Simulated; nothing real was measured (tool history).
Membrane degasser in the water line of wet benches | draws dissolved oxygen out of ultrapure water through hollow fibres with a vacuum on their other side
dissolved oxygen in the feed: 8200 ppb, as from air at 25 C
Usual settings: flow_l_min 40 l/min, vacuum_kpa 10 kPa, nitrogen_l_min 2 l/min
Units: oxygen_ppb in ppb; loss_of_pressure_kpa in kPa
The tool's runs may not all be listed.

| run | day | flow_l_min | vacuum_kpa | nitrogen_l_min | oxygen_ppb | loss_of_pressure_kpa |
|---|---|---|---|---|---|---|
| 1 | 0 | 40 | 10 | 2 | 296.8 | 49.81 |
| 2 | 5.908 | 40 | 10 | 2 | 298.4 | 49.41 |
| 3 | 12.846 | 40 | 10 | 2 | 296.8 | 49.96 |
|  | 14.475 | seals of the vacuum lines changed |
| 4 | 18.571 | 40 | 10 | 2 | 297.2 | 49.56 |
| 5 | 22.008 | 40 | 10 | 2 | 297 | 49.91 |
| 6 | 28.15 | 40 | 10 | 2 | 297.9 | 49.48 |
| 7 | 33.083 | 40 | 10 | 2 | 297 | 49.62 |
| 8 | 38.029 | 40 | 10 | 2 | 300.1 | 49.24 |
| 9 | 45.45 | 40 | 10 | 2 | 297.2 | 49.76 |
| 10 | 49.654 | 40 | 10 | 2 | 297.4 | 49.86 |
| 11 | 56.529 | 40 | 10 | 2 | 301.2 | 50.05 |
| 12 | 63.808 | 40 | 10 | 1.45 | 392.7 | 49.58 |
| 13 | 68.379 | 40 | 10 | 1.45 | 391.7 | 49.51 |
| 14 | 72.375 | 40 | 6.3 | 2 | 141.8 | 49.52 |
| 15 | 79.321 | 40 | 10 | 1.74 | 340.3 | 49.39 |
| 16 | 84.692 | 40 | 10 | 1.74 | 336.8 | 49.5 |
| 17 | 89.892 | 49 | 11.5 | 1.74 | 490.6 | 60.51 |
|  | 94.758 | vacuum gauge calibrated |
| 18 | 95.062 | 49 | 11.5 | 1.74 | 491.8 | 61.12 |
| 19 | 100.079 | 38 | 23.1 | 2.68 | 620.4 | 46.91 |
| 20 | 103.45 | 38 | 23.1 | 2.68 | 620.3 | 47.27 |
| 21 | 110.817 | 55 | 9.5 | 5.89 | 158.9 | 68.17 |
| 22 | 117.912 | 54 | 7.1 | 1.21 | 352.6 | 66.97 |
| 23 | 122.212 | 49 | 6.7 | 2 | 197.1 | 61.1 |
| 24 | 128.758 | 25 | 11.8 | 1.43 | 335 | 31.13 |
|  | 134.258 | gauge calibrated |
| 25 | 135.55 | 25 | 11.8 | 1.43 | 328.4 | 30.82 |
| 26 | 138.892 | 25 | 11.8 | 1.43 | 326.9 | 30.94 |
| 27 | 143.442 | 25 | 13.1 | 1.66 | 330.2 | 31.3 |
| 28 | 148.308 | 54 | 13.7 | 3.51 | 376.8 | 67.25 |
| 29 | 153.488 | 29 | 15.9 | 4.17 | 210.1 | 35.82 |
| 30 | 157.358 | 55 | 19.4 | 3.37 | 586 | 68.14 |
| 31 | 160.529 | 59 | 6.9 | 2 | 254.9 | 73.55 |
| 32 | 166.258 | 59 | 6.9 | 1.06 | 395.6 | 72.83 |

The same runs without the tool's hidden state, with the same run-to-run variation:
The hidden state here: membrane still open, %; true pressure behind the membrane over the reading, kPa; air that leaks in behind the membrane, l/min; drift of the gauge itself on oxygen_ppb, %; drift of the gauge itself on loss_of_pressure_kpa, %.
| run | oxygen_ppb |
|---|---|
| 1 | 296.7 |
| 2 | 297.9 |
| 3 | 296 |
| 4 | 296 |
| 5 | 295.7 |
| 6 | 296.2 |
| 7 | 295.1 |
| 8 | 297.9 |
| 9 | 294.6 |
| 10 | 294.5 |
| 11 | 297.9 |
| 12 | 387.9 |
| 13 | 386.7 |
| 14 | 139.7 |
| 15 | 335.2 |
| 16 | 331.4 |
| 17 | 482.4 |
| 18 | 483.5 |
| 19 | 609.4 |
| 20 | 608.9 |
| 21 | 155.7 |
| 22 | 345.1 |
| 23 | 192.8 |
| 24 | 327.3 |
| 25 | 328.2 |
| 26 | 326.5 |
| 27 | 329.5 |
| 28 | 375.7 |
| 29 | 209.3 |
| 30 | 583.3 |
| 31 | 253.3 |
| 32 | 392.9 |
loss_of_pressure_kpa: within 0.08 kPa of the measured result in every run.
